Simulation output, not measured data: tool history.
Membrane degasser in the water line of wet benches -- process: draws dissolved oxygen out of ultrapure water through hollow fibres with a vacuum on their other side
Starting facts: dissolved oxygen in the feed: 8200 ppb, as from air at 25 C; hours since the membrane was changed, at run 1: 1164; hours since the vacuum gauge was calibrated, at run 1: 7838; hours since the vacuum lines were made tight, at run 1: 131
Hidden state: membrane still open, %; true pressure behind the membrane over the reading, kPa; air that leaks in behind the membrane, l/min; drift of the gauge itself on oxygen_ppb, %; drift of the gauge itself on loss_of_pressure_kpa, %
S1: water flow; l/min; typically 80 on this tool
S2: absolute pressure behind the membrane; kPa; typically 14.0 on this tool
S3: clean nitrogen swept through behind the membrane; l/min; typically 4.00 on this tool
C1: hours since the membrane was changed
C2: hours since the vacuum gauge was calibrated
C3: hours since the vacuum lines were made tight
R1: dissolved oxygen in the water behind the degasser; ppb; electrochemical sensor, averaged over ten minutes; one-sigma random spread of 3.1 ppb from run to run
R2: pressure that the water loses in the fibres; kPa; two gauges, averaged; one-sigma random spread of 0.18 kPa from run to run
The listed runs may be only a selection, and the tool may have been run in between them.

run,hour,S1,S2,S3,C1,C2,C3,R1,R2
1,0.0,80,14.0,4.00,1164,7838,131,492.1,32.59
2,156.5,64,14.0,4.00,1320,7995,288,394.8,26.32
3,286.1,80,14.0,4.00,1450,8125,417,486.1,32.56
4,396.1,80,14.0,4.00,1560,8235,527,489.0,32.98
5,472.7,80,14.0,4.00,1636,8311,604,485.0,32.46
6,604.2,80,14.0,4.00,1768,8443,735,488.0,32.53
# hour 653.7: vacuum gauge calibrated
7,718.9,64,14.0,4.00,1882,65,850,411.0,26.28
8,830.0,64,14.0,4.00,1993,176,961,409.7,26.03
9,959.5,64,14.0,4.00,2123,306,1090,414.4,26.19
10,1064.2,64,14.0,3.73,2227,410,1195,436.3,26.30
11,1143.5,64,14.0,3.73,2307,490,1274,439.4,26.35
12,1251.5,64,14.0,3.73,2415,598,1382,442.0,26.40
13,1406.8,80,14.0,4.00,2570,753,1538,497.7,32.81
# hour 1420.3: vacuum gauge calibrated, once more
14,1503.3,80,14.0,4.00,2666,83,1634,465.9,32.70
15,1641.8,66,23.9,3.91,2805,221,1772,734.2,26.93
16,1734.6,80,23.2,4.22,2897,314,1865,788.4,32.99
17,1878.6,87,11.7,2.53,3041,458,2009,579.5,35.89
18,2028.9,87,11.7,2.53,3192,609,2159,577.4,35.71
19,2178.2,53,11.7,7.81,3341,758,2308,139.6,21.97
20,2279.8,112,24.1,2.18,3443,860,2410,1722.2,46.10
21,2388.1,121,22.7,2.18,3551,968,2518,1727.1,49.88
22,2532.9,121,22.7,2.18,3696,1113,2663,1733.0,50.18
23,2669.7,121,22.7,2.18,3833,1249,2800,1734.9,50.01
24,2826.3,72,24.8,2.18,3989,1406,2957,1311.9,30.10
25,2937.6,72,34.1,3.27,4100,1517,3068,1313.6,29.98
26,3005.6,60,28.2,3.27,4168,1585,3136,921.7,24.85
27,3135.4,80,14.0,3.85,4298,1715,3266,483.7,33.29
28,3278.4,80,14.0,3.85,4441,1858,3409,486.4,33.33

Branching from run 28: 4 alternative next runs. What would each branch give?
A,3429.5,90,11.4,4.62,4592,2009,3560,?,?
B,3429.5,58,14.0,5.42,4592,2009,3560,?,?
C,3429.5,102,14.0,1.71,4592,2009,3560,?,?
D,3429.5,107,14.2,9.72,4592,2009,3560,?,?

run,R1,R2
A,363.7,37.55
B,268.2,24.09
C,1090.4,42.17
D,311.1,44.78
Without the tool's hidden state the same runs would have given:
run,R1,R2
A,355.4,36.33
B,263.7,23.31
C,1076.7,40.80
D,301.9,43.34
